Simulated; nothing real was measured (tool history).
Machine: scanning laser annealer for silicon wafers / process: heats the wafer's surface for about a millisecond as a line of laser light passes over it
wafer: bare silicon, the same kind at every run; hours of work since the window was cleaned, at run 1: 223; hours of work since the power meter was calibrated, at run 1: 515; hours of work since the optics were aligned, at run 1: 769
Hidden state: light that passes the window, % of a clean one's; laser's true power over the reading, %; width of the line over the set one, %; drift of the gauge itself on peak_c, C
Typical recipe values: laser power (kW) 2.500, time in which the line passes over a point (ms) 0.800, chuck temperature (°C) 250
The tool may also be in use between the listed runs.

run   hour  laser power (kW)  time in which the line passes over a point (ms)  chuck temperature (°C)  hours of work since the window was cleaned  hours of work since the power meter was calibrated  hours of work since the optics were aligned  highest temperature of the surface (°C)
  1    0.0             2.500                                            0.800                     250                                         223                                                 515                                          769                                     1070
  2   20.4             2.500                                            0.800                     250                                         237                                                 528                                          782                                     1073
  3   31.6             2.253                                            0.800                     250                                         244                                                 536                                          790                                      995
  4   49.0             2.253                                            0.800                     250                                         255                                                 547                                          801                                      993
  5   68.8             2.500                                            0.800                     250                                         268                                                 560                                          814                                     1070
  6   83.0             2.536                                            0.800                     250                                         278                                                 569                                          823                                     1080
  7  104.4             2.500                                            0.800                     250                                         292                                                 583                                          837                                     1071
  8  128.9             2.500                                            0.800                     250                                         308                                                 599                                          853                                     1067
  9  141.4             2.500                                            0.800                     250                                         316                                                 607                                          861                                     1073
 10  161.2             2.500                                            0.800                     250                                         329                                                 620                                          874                                     1073
 11  179.2             2.500                                            0.800                     265                                         340                                                 632                                          886                                     1088
 12  191.4             2.500                                            0.645                     265                                         348                                                 640                                          894                                     1006
 13  208.7             2.500                                            0.645                     265                                         360                                                 651                                          905                                     1005
 14  221.4             2.500                                            0.645                     265                                         368                                                 660                                          913                                     1009
 15  246.0             2.500                                            0.645                     265                                         384                                                 676                                          930                                     1006
 16  267.6             2.500                                            0.645                     265                                         398                                                 690                                          944                                     1007
     282.4  -- window over the wafer cleaned
 17  294.2             2.465                                            0.645                     229                                           8                                                 706                                          960                                      963
 18  316.6             2.465                                            0.645                     245                                          22                                                 720                                          974                                      978
 19  327.6             2.465                                            0.645                     245                                          29                                                 728                                          982                                      981
 20  341.4             2.665                                            0.618                     231                                          39                                                 737                                          991                                     1002
 21  360.4             2.212                                            0.800                     250                                          51                                                 749                                         1003                                      980
 22  384.3             2.212                                            0.800                     250                                          66                                                 765                                         1019                                      983

Here are 5 independent what-if runs from the current tool condition. What would each one return?
  A  404.6             2.695                                            0.800                     270                                          80                                                 778                                         1032                                        ?
  B  404.6             2.177                                            0.872                     211                                          80                                                 778                                         1032                                        ?
  C  404.6             2.507                                            0.817                     229                                          80                                                 778                                         1032                                        ?
  D  404.6             2.282                                            0.800                     216                                          80                                                 778                                         1032                                        ?
  E  404.6             2.258                                            0.755                     212                                          80                                                 778                                         1032                                        ?

run  highest temperature of the surface (°C)
  A                                     1151
  B                                      959
  C                                     1060
  D                                      969
  E                                      935
Stripped of hidden state, with their random variation kept, the same runs would have yielded:
run  highest temperature of the surface (°C)
  A                                     1151
  B                                      959
  C                                     1061
  D                                      969
  E                                      935

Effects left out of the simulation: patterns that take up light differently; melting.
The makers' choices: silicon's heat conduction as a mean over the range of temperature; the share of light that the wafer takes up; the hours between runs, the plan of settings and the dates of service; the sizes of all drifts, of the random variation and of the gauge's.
